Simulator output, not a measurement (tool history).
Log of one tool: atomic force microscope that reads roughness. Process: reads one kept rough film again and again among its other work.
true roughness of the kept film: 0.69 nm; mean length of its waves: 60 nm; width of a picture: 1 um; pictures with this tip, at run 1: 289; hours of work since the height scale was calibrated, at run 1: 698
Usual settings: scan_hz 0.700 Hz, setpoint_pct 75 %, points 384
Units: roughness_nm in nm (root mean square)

| run | day | scan_hz | setpoint_pct | points | pictures with this tip | hours of work since the height scale was calibrated | roughness_nm |
|---|---|---|---|---|---|---|---|
| 1 | 0.000 | 0.700 | 75 | 384 | 289 | 698 | 0.645 |
|  | 0.650 | new tip fitted |
| 2 | 0.683 | 0.700 | 75 | 384 | 2 | 711 | 0.655 |
| 3 | 1.246 | 1.826 | 75 | 384 | 35 | 721 | 0.617 |
| 4 | 1.792 | 1.826 | 75 | 384 | 68 | 732 | 0.612 |
| 5 | 3.067 | 2.853 | 75 | 384 | 142 | 756 | 0.580 |
| 6 | 4.200 | 2.853 | 75 | 384 | 209 | 778 | 0.579 |
| 7 | 5.338 | 2.853 | 75 | 384 | 276 | 800 | 0.576 |
| 8 | 6.100 | 2.853 | 75 | 384 | 321 | 814 | 0.575 |
|  | 6.271 | new tip fitted |
| 9 | 6.812 | 0.700 | 75 | 384 | 32 | 828 | 0.651 |
|  | 6.971 | height scale calibrated on a step standard |
| 10 | 7.833 | 0.700 | 73 | 384 | 90 | 17 | 0.654 |
| 11 | 8.862 | 0.700 | 73 | 384 | 150 | 36 | 0.652 |
| 12 | 9.771 | 0.700 | 73 | 384 | 204 | 54 | 0.646 |
| 13 | 10.350 | 0.700 | 73 | 384 | 238 | 65 | 0.645 |
|  | 10.558 | height scale calibrated on a step standard, once more |
| 14 | 11.646 | 0.700 | 73 | 384 | 311 | 21 | 0.647 |
|  | 11.967 | new tip fitted |
| 15 | 12.758 | 0.700 | 75 | 293 | 47 | 42 | 0.656 |
| 16 | 13.875 | 0.700 | 75 | 293 | 112 | 63 | 0.655 |
| 17 | 15.062 | 0.700 | 75 | 293 | 182 | 86 | 0.647 |
| 18 | 15.767 | 2.409 | 68 | 258 | 223 | 99 | 0.615 |
| 19 | 16.608 | 2.315 | 75 | 384 | 273 | 116 | 0.595 |
| 20 | 17.375 | 1.147 | 75 | 504 | 318 | 130 | 0.627 |
|  | 17.588 | new tip fitted |
| 21 | 18.200 | 1.063 | 79 | 504 | 36 | 146 | 0.635 |
| 22 | 19.267 | 1.172 | 85 | 379 | 99 | 166 | 0.613 |
| 23 | 20.546 | 1.107 | 85 | 379 | 174 | 191 | 0.616 |
| 24 | 21.658 | 1.424 | 86 | 379 | 239 | 212 | 0.592 |
| 25 | 22.675 | 0.556 | 88 | 588 | 299 | 231 | 0.634 |
|  | 23.171 | new tip fitted |
| 26 | 23.617 | 1.522 | 87 | 808 | 26 | 249 | 0.592 |

Forecast each of these 4 alternatives for the next run:
| A | 24.371 | 2.634 | 87 | 508 | 71 | 263 | ? |
| B | 24.371 | 2.478 | 56 | 701 | 71 | 263 | ? |
| C | 24.371 | 1.188 | 59 | 625 | 71 | 263 | ? |
| D | 24.371 | 1.005 | 87 | 808 | 71 | 263 | ? |

| run | roughness_nm |
|---|---|
| A | 0.538 |
| B | 0.649 |
| C | 0.664 |
| D | 0.619 |
Without the tool's hidden state the same runs would have given:
| run | roughness_nm |
|---|---|
| A | 0.542 |
| B | 0.653 |
| C | 0.668 |
| D | 0.623 |
